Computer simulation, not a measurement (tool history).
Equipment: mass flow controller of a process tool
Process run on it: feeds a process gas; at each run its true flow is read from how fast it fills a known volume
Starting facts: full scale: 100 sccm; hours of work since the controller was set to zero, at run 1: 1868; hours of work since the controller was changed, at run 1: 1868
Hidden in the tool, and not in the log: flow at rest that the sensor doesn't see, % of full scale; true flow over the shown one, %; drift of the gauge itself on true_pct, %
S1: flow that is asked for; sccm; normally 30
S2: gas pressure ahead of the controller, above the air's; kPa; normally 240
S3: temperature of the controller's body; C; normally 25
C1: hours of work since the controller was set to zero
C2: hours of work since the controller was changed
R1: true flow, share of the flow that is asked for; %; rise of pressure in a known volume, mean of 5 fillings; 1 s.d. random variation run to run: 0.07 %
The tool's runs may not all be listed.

run 1 hour=0 | S1=30 S2=240 S3=25 | C1=1868 C2=1868 | R1=98.91
run 2 hour=78.8 | S1=30 S2=240 S3=25 | C1=1922 C2=1922 | R1=99.08
run 3 hour=197 | S1=30 S2=170 S3=25 | C1=2002 C2=2002 | R1=99.16
run 4 hour=307.7 | S1=30 S2=170 S3=25 | C1=2078 C2=2078 | R1=99.36
run 5 hour=459.8 | S1=30 S2=170 S3=25 | C1=2182 C2=2182 | R1=99.14
run 6 hour=623.9 | S1=30 S2=170 S3=25 | C1=2294 C2=2294 | R1=99.24
run 7 hour=712.1 | S1=30 S2=240 S3=25 | C1=2354 C2=2354 | R1=99.08
run 8 hour=825.7 | S1=30 S2=240 S3=25 | C1=2432 C2=2432 | R1=99.18
run 9 hour=894.2 | S1=30 S2=240 S3=25 | C1=2478 C2=2478 | R1=99.2
run 10 hour=1002.5 | S1=30 S2=247 S3=25 | C1=2552 C2=2552 | R1=99.18
run 11 hour=1134.2 | S1=30 S2=247 S3=25 | C1=2642 C2=2642 | R1=99.24
run 12 hour=1294.7 | S1=30 S2=247 S3=25 | C1=2752 C2=2752 | R1=99.31
run 13 hour=1374.5 | S1=30 S2=247 S3=25 | C1=2807 C2=2807 | R1=99.32
run 14 hour=1479.5 | S1=30 S2=240 S3=25 | C1=2878 C2=2878 | R1=99.47
run 15 hour=1581.1 | S1=30 S2=200 S3=25 | C1=2948 C2=2948 | R1=99.52
run 16 hour=1697.1 | S1=30 S2=200 S3=25 | C1=3027 C2=3027 | R1=99.54
run 17 hour=1783.4 | S1=30 S2=200 S3=25 | C1=3086 C2=3086 | R1=99.56
run 18 hour=1899.9 | S1=30 S2=166 S3=25 | C1=3165 C2=3165 | R1=99.45
run 19 hour=1986.1 | S1=30 S2=240 S3=25 | C1=3224 C2=3224 | R1=99.34
run 20 hour=2092.8 | S1=30 S2=240 S3=25 | C1=3297 C2=3297 | R1=99.34
run 21 hour=2251.4 | S1=30 S2=240 S3=25 | C1=3406 C2=3406 | R1=99.59
run 22 hour=2399.2 | S1=30 S2=240 S3=25 | C1=3506 C2=3506 | R1=99.49
run 23 hour=2521.4 | S1=30 S2=240 S3=25 | C1=3590 C2=3590 | R1=99.47
run 24 hour=2676.3 | S1=30 S2=240 S3=25 | C1=3696 C2=3696 | R1=99.55
run 25 hour=2814.5 | S1=20 S2=224 S3=22 | C1=3790 C2=3790 | R1=101.08
run 26 hour=2954.8 | S1=20 S2=224 S3=22 | C1=3886 C2=3886 | R1=101.29
run 27 hour=3038.3 | S1=20 S2=224 S3=22 | C1=3943 C2=3943 | R1=101.23
run 28 hour=3145.1 | S1=30 S2=240 S3=24 | C1=4016 C2=4016 | R1=99.74
run 29 hour=3240.8 | S1=30 S2=240 S3=24 | C1=4081 C2=4081 | R1=99.79
run 30 hour=3354.7 | S1=30 S2=203 S3=24 | C1=4159 C2=4159 | R1=99.86
run 31 hour=3436.1 | S1=30 S2=203 S3=24 | C1=4215 C2=4215 | R1=99.9
run 32 hour=3505 | S1=30 S2=264 S3=24 | C1=4262 C2=4262 | R1=99.77
run 33 hour=3584.4 | S1=11 S2=263 S3=27 | C1=4316 C2=4316 | R1=105.05
run 34 hour=3714.8 | S1=11 S2=263 S3=27 | C1=4405 C2=4405 | R1=105.18
run 35 hour=3877.8 | S1=11 S2=263 S3=27 | C1=4516 C2=4516 | R1=105.22
run 36 hour=3983.7 | S1=11 S2=263 S3=27 | C1=4589 C2=4589 | R1=105.52
run 37 hour=4116.3 | S1=58 S2=195 S3=24 | C1=4679 C2=4679 | R1=98.85
run 38 hour=4277.1 | S1=58 S2=195 S3=24 | C1=4789 C2=4789 | R1=98.8
run 39 hour=4362.4 | S1=30 S2=252 S3=23 | C1=4847 C2=4847 | R1=100
run 40 hour=4480.3 | S1=11 S2=210 S3=34 | C1=4928 C2=4928 | R1=105.48
run 41 hour=4554 | S1=17 S2=240 S3=40 | C1=4978 C2=4978 | R1=101.34
run 42 hour=4641.9 | S1=18 S2=240 S3=23 | C1=5038 C2=5038 | R1=102.4
run 43 hour=4746.3 | S1=18 S2=240 S3=23 | C1=5109 C2=5109 | R1=102.55
run 44 hour=4834 | S1=33 S2=160 S3=33 | C1=5169 C2=5169 | R1=99.16
-- hour=4938.9 controller's zero set anew
run 45 hour=4977.7 | S1=66 S2=199 S3=24 | C1=27 C2=5267 | R1=96.78
run 46 hour=5077.2 | S1=23 S2=183 S3=25 | C1=94 C2=5335 | R1=95.85
run 47 hour=5181.4 | S1=23 S2=250 S3=35 | C1=166 C2=5406 | R1=94.73
run 48 hour=5253.2 | S1=59 S2=148 S3=39 | C1=215 C2=5455 | R1=95.34

4 options for the next run, each taken on its own from the tool as it stands now. Forecast them:
run A hour=5358.7 | S1=59 S2=210 S3=20 | C1=287 C2=5527 | R1=?
run B hour=5358.7 | S1=14 S2=205 S3=25 | C1=287 C2=5527 | R1=?
run C hour=5358.7 | S1=59 S2=148 S3=29 | C1=287 C2=5527 | R1=?
run D hour=5358.7 | S1=71 S2=177 S3=25 | C1=287 C2=5527 | R1=?

run=A R1=97.01
run=B R1=95.95
run=C R1=96.35
run=D R1=96.86
The same runs, with their run-to-run variation unchanged, on a tool lacking any hidden condition would have given:
run=A R1=99.52
run=B R1=98.06
run=C R1=98.86
run=D R1=99.39

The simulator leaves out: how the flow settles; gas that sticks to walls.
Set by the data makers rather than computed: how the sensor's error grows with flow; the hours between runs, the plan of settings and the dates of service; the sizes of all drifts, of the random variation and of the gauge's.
